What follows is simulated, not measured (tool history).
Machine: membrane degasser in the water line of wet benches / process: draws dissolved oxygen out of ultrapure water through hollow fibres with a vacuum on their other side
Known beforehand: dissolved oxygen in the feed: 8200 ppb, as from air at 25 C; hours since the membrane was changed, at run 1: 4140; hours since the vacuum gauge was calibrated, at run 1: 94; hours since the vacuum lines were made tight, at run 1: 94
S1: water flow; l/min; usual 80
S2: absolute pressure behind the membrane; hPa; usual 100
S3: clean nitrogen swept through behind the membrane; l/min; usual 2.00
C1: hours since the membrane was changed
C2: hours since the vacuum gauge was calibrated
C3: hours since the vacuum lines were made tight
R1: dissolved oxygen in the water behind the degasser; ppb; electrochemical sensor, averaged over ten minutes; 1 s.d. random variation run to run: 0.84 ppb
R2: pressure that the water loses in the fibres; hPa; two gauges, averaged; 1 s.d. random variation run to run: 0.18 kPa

| run | hour | S1 | S2 | S3 | C1 | C2 | C3 | R1 | R2 |
|---|---|---|---|---|---|---|---|---|---|
| 1 | 0.0 | 80 | 100 | 2.00 | 4140 | 94 | 94 | 534.2 | 335.8 |
| 2 | 119.2 | 80 | 100 | 2.00 | 4260 | 213 | 213 | 533.4 | 333.5 |
| 3 | 249.7 | 80 | 100 | 2.00 | 4390 | 344 | 344 | 533.0 | 335.3 |
| 4 | 403.0 | 80 | 100 | 2.00 | 4543 | 497 | 497 | 535.5 | 331.5 |
| 5 | 562.4 | 80 | 100 | 2.00 | 4703 | 657 | 657 | 533.5 | 332.0 |
| 6 | 687.3 | 55 | 100 | 2.00 | 4828 | 782 | 782 | 389.0 | 231.3 |
| 7 | 767.8 | 55 | 100 | 2.00 | 4908 | 862 | 862 | 389.6 | 229.9 |
| 8 | 844.6 | 80 | 105 | 2.00 | 4985 | 939 | 939 | 571.1 | 335.1 |
| 9 | 965.1 | 80 | 105 | 2.00 | 5105 | 1059 | 1059 | 569.7 | 332.9 |
| 10 | 1094.2 | 73 | 105 | 2.00 | 5235 | 1188 | 1188 | 527.1 | 304.7 |
| 11 | 1186.7 | 73 | 105 | 2.00 | 5327 | 1281 | 1281 | 525.9 | 302.3 |
| 12 | 1255.6 | 80 | 100 | 2.29 | 5396 | 1350 | 1350 | 482.0 | 327.8 |
| 13 | 1336.8 | 80 | 100 | 2.29 | 5477 | 1431 | 1431 | 482.9 | 327.7 |
| 14 | 1505.2 | 80 | 100 | 2.29 | 5646 | 1599 | 1599 | 483.1 | 331.4 |
| 15 | 1622.5 | 97 | 100 | 2.00 | 5763 | 1717 | 1717 | 626.5 | 404.1 |
| 16 | 1695.7 | 124 | 100 | 2.00 | 5836 | 1790 | 1790 | 771.4 | 513.8 |
| 17 | 1856.2 | 80 | 103 | 0.85 | 5997 | 1950 | 1950 | 987.6 | 328.7 |
| 18 | 1939.3 | 80 | 227 | 2.10 | 6080 | 2034 | 2034 | 1316.1 | 328.4 |
| 19 | 2052.1 | 80 | 193 | 2.07 | 6192 | 2146 | 2146 | 1129.6 | 329.3 |
| 20 | 2135.9 | 80 | 193 | 2.07 | 6276 | 2230 | 2230 | 1128.7 | 326.3 |
| 21 | 2248.5 | 80 | 193 | 2.07 | 6389 | 2343 | 2343 | 1127.4 | 327.0 |
| 22 | 2339.5 | 80 | 193 | 2.07 | 6480 | 2434 | 2434 | 1126.0 | 325.8 |
| 23 | 2493.1 | 108 | 79 | 2.55 | 6634 | 2587 | 2587 | 422.0 | 444.6 |
| 24 | 2579.5 | 66 | 71 | 0.83 | 6720 | 2674 | 2674 | 504.3 | 272.5 |
| 25 | 2649.1 | 124 | 60 | 1.22 | 6789 | 2743 | 2743 | 482.9 | 510.3 |
| 26 | 2755.7 | 124 | 60 | 1.22 | 6896 | 2850 | 2850 | 483.5 | 506.6 |

How would selected steps in R2 from run to run divide? Give the signed amount a tool lacking its hidden state would still show from settings, what came in and random variation, and the signed amount left for the hidden state, including any gauge scatter that is not in both of the compared results.
Unlogged tool condition in this case: membrane still open, %; true pressure behind the membrane over the reading, kPa; air that leaks in behind the membrane, l/min; drift of the gauge itself on oxygen_ppb, %; drift of the gauge itself on loss_of_pressure_kpa, %.
Run 16 -> 17: S1 124 -> 80, S2 100 -> 103, S3 2.00 -> 0.85. R2 -185.1 hPa: hidden state +1.8, all else -186.9.
Run 23 -> 24: S1 108 -> 66, S2 79 -> 71, S3 2.55 -> 0.83. R2 -172.1 hPa: hidden state +2.9, all else -175.0.
Run 24 -> 25: S1 66 -> 124, S2 71 -> 60, S3 0.83 -> 1.22. R2 +237.8 hPa: hidden state -4.7, all else +242.5.
